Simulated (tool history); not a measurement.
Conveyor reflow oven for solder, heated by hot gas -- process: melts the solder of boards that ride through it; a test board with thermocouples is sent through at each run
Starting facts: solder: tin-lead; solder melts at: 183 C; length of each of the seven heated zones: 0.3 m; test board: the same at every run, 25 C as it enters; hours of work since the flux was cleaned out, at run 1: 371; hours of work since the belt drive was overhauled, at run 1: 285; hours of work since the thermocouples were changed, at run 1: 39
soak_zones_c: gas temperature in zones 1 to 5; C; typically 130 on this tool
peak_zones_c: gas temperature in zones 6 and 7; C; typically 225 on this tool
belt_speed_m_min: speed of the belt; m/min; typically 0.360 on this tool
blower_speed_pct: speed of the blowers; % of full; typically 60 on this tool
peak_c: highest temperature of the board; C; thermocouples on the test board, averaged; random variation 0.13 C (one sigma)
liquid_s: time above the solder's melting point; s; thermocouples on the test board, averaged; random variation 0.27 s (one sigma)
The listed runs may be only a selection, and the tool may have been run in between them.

run	hour	soak_zones_c	peak_zones_c	belt_speed_m_min	blower_speed_pct	hours of work since the flux was cleaned out	hours of work since the belt drive was overhauled	hours of work since the thermocouples were changed	peak_c	liquid_s
1	0.0	130	225	0.360	60	371	285	39	208.3	61.6
2	19.7	130	225	0.360	60	384	297	52	208.2	61.3
3	31.6	130	217	0.360	60	392	305	59	201.3	51.7
4	43.4	130	217	0.360	60	400	313	67	201.1	51.0
5	53.4	122	225	0.360	60	406	319	74	206.5	56.1
6	69.5	122	225	0.360	60	417	330	84	206.5	56.1
# hour 88.9: flux residue cleaned out of gas plates and filters
7	96.0	122	225	0.360	60	5	344	98	209.9	62.0
8	112.0	130	239	0.360	64	15	354	108	224.9	80.1
9	134.3	130	219	0.345	64	30	369	123	207.9	66.3
10	153.6	130	224	0.334	64	42	381	135	213.0	75.9
11	175.2	130	224	0.334	64	56	395	150	212.8	75.3
12	186.6	130	224	0.334	64	64	403	157	213.1	75.7
13	201.2	130	225	0.380	60	73	412	166	209.4	59.8

Alternative continuations, all from the tool just after run 13; predict every row:
A	219.3	130	227	0.380	60	85	424	178	?	?
B	219.3	136	225	0.419	61	85	424	178	?	?
C	219.3	130	225	0.380	61	85	424	178	?	?
D	219.3	130	224	0.380	60	85	424	178	?	?
E	219.3	130	238	0.360	60	85	424	178	?	?

run	peak_c	liquid_s
A	211.1	62.0
B	207.4	53.9
C	209.1	60.3
D	208.4	59.0
E	222.5	78.2
Without the tool's unlogged condition, the same runs would have read:
run	peak_c	liquid_s
A	211.3	61.5
B	207.6	53.6
C	209.3	59.9
D	208.5	58.6
E	222.7	77.4
